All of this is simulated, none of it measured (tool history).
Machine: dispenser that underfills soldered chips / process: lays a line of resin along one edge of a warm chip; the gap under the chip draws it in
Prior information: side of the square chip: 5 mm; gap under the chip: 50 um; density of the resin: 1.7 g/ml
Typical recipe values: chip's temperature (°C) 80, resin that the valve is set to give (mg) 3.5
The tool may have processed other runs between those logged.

run   hour  chip's temperature (°C)  resin that the valve is set to give (mg)  time until the resin shows at the far edge (s)  resin that the valve gave (mg)
  1      0                       80                                       3.5                                            25.4                            3.38
       3.1  -- new syringe of resin
  2    6.6                       95                                       3.5                                            11.4                            3.41
  3   11.5                       95                                       3.5                                            13.7                            3.39
      16.4  -- dispensing valve cleaned and set on the balance
      20.7  -- new syringe of resin
  4   21.3                       95                                       3.5                                            10.6                            3.48
  5   30.3                       80                                       3.5                                            21.9                             3.5
  6   36.8                       80                                       3.5                                            26.9                            3.48
      37.8  -- new syringe of resin
  7   46.3                       80                                       3.5                                            21.5                            3.48
      54.9  -- new syringe of resin
  8     56                       80                                       3.5                                            17.6                            3.46
  9   62.4                       80                                       3.5                                            21.2                            3.45
 10   67.9                       68                                       3.5                                            36.5                            3.44
      71.5  -- new syringe of resin
 11   73.3                       94                                      3.19                                            11.2                            3.14
 12     80                       75                                      4.09                                            25.3                            4.03
      88.8  -- new syringe of resin
 13   89.2                       83                                      3.31                                            15.2                            3.26
 14   99.2                       79                                       4.2                                            23.2                            4.14
     105.6  -- new syringe of resin
 15  108.6                       94                                      4.28                                            11.7                            4.17

What if the next run were any one of these 4? Each begins from the tool's condition after run 15:
  A  114.8                       77                                      4.29                                               ?                               ?
  B  114.8                       75                                       3.1                                               ?                               ?
  C  114.8                       68                                      4.14                                               ?                               ?
  D  114.8                       93                                      3.67                                               ?                               ?

run  time until the resin shows at the far edge (s)  resin that the valve gave (mg)
  A                                            24.1                            4.18
  B                                            26.3                            3.01
  C                                            32.1                            4.04
  D                                            13.7                            3.58
Take away the tool's hidden state, keep each run's random variation, and the runs would have read:
run  time until the resin shows at the far edge (s)  resin that the valve gave (mg)
  A                                            19.1                            4.28
  B                                            20.7                            3.09
  C                                            25.4                            4.14
  D                                            10.7                            3.67
